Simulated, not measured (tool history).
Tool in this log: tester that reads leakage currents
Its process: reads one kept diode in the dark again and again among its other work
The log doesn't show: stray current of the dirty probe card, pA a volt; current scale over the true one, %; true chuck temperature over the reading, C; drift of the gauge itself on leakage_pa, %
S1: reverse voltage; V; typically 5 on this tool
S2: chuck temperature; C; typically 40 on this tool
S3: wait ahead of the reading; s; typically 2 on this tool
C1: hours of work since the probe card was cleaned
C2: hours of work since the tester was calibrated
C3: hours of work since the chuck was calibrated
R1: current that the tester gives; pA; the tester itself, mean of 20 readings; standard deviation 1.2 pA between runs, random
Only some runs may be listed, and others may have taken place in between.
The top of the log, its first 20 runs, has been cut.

run,hour,S1,S2,S3,C1,C2,C3,R1
21,844.9,14.2,40,0.54,2041,2213,906,623.61
22,889.2,14.2,40,0.54,2075,2247,940,624.39
23,926.1,1.18,41,0.49,2103,2275,969,290.82
24,975.4,9.73,40,1.31,2141,2313,1006,547.06
25,998.4,9.73,40,1.31,2159,2331,1024,548.39
26,1043.2,9.73,40,1.31,2193,2365,1058,547.38
27,1092.6,3.59,40,1.02,2231,2403,1096,390.7
28,1132.6,3.59,40,1.02,2261,2433,1127,391.76
29,1166.7,1.16,23,1.02,2287,2459,1153,62.5
30,1218.5,1.16,23,1.02,2327,2499,1192,62.42
31,1253,1.16,24,7.18,2353,2525,1219,68.51
32,1287.7,3.21,54,2,2380,2552,1245,1129.91

Run 33 is up next; what results do you expect?
33,1342.3,1.52,40,2,2422,2594,1287,?

R1: 296.47 pA
With no hidden state in the tool, this same run would have given R1 278.55 pA.

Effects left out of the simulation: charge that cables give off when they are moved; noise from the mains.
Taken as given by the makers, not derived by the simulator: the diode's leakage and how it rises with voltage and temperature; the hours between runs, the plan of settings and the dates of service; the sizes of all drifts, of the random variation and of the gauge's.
